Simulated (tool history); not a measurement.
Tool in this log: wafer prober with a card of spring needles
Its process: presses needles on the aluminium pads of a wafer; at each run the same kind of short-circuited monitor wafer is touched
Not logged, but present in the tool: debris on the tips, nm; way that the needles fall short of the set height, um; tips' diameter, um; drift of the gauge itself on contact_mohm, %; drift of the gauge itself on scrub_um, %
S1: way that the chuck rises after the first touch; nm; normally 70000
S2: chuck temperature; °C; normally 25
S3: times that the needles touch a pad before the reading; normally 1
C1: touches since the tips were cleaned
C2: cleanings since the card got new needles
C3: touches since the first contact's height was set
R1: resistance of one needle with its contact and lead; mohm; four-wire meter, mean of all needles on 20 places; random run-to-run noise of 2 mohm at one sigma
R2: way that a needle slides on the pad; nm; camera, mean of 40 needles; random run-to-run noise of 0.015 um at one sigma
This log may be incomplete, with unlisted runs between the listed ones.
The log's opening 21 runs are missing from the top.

At hour 266.5: tips cleaned on abrasive film.
Run 22, hour 273: usual settings but S1 63000 nm, S3 3; C1 4848; C2 70; C3 64921. Result: R1 222 mohm, R2 7780 nm.
At hour 278.2: tips cleaned on abrasive film.
Run 23, hour 281.6: usual settings but S1 71000 nm, S2 107 °C, S3 2; C1 2496; C2 71; C3 71211. Result: R1 235 mohm, R2 8750 nm.
At hour 290.8: tips cleaned on abrasive film.
Run 24, hour 299.4: usual settings but S1 71000 nm, S3 3; C1 6333; C2 72; C3 84318. Result: R1 221 mohm, R2 8750 nm.
At hour 302.3: tips cleaned on abrasive film.
Run 25, hour 313.2: usual settings but S1 55000 nm, S3 3; C1 8045; C2 73; C3 94467. Result: R1 230 mohm, R2 6750 nm.
At hour 314.6: tips cleaned on abrasive film.
At hour 326.2: tips cleaned on abrasive film.
Run 26, hour 326.2: usual settings but S1 81000 nm, S2 32 °C; C1 0; C2 75; C3 103983. Result: R1 210 mohm, R2 9950 nm.
Run 27, hour 334.1: usual settings but S1 64000 nm, S2 32 °C; C1 5841; C2 75; C3 109824. Result: R1 235 mohm, R2 7830 nm.
At hour 337.9: tips cleaned on abrasive film.
Run 28, hour 343.3: usual settings but S2 50 °C, S3 2; C1 4021; C2 76; C3 116563. Result: R1 225 mohm, R2 8550 nm.
At hour 349.9: tips cleaned on abrasive film.
Run 29, hour 353.3: usual settings but S1 76000 nm, S2 107 °C, S3 3; C1 2499; C2 77; C3 123847. Result: R1 233 mohm, R2 9310 nm.
At hour 362.7: tips cleaned on abrasive film.
Run 30, hour 368.6: usual settings but S1 58000 nm, S2 91 °C; C1 4376; C2 78; C3 135134. Result: R1 251 mohm, R2 7060 nm.
At hour 374.6: tips cleaned on abrasive film.
At hour 386.2: tips cleaned on abrasive film.
Run 31, hour 386.2: usual settings but S1 58000 nm, S2 91 °C; C1 0; C2 80; C3 148002. Result: R1 232 mohm, R2 7040 nm.
At hour 398.9: tips cleaned on abrasive film.
Run 32, hour 401.6: usual settings but S1 58000 nm, S2 91 °C; C1 1987; C2 81; C3 159353. Result: R1 253 mohm, R2 7000 nm.

Alternative continuations, all from the tool just after run 32; predict every row:
At hour 411.5: tips cleaned on abrasive film.
Run A, hour 417.3: usual settings but S1 58000 nm, S2 91 °C; C1 4317; C2 82; C3 170914. Result: R1 ?, R2 ?.
At hour 411.5: tips cleaned on abrasive film.
Run B, hour 417.3: usual settings but S2 74 °C, S3 2; C1 4317; C2 82; C3 170914. Result: R1 ?, R2 ?.
At hour 411.5: tips cleaned on abrasive film.
Run C, hour 417.3: usual settings but S1 86000 nm, S2 121 °C, S3 2; C1 4317; C2 82; C3 170914. Result: R1 ?, R2 ?.

run   R1     R2
  A  256   7010
  B  233   8540
  C  241  10510
Without the tool's hidden state the same runs would have given:
run   R1     R2
  A  228   7200
  B  220   8730
  C  233  10700
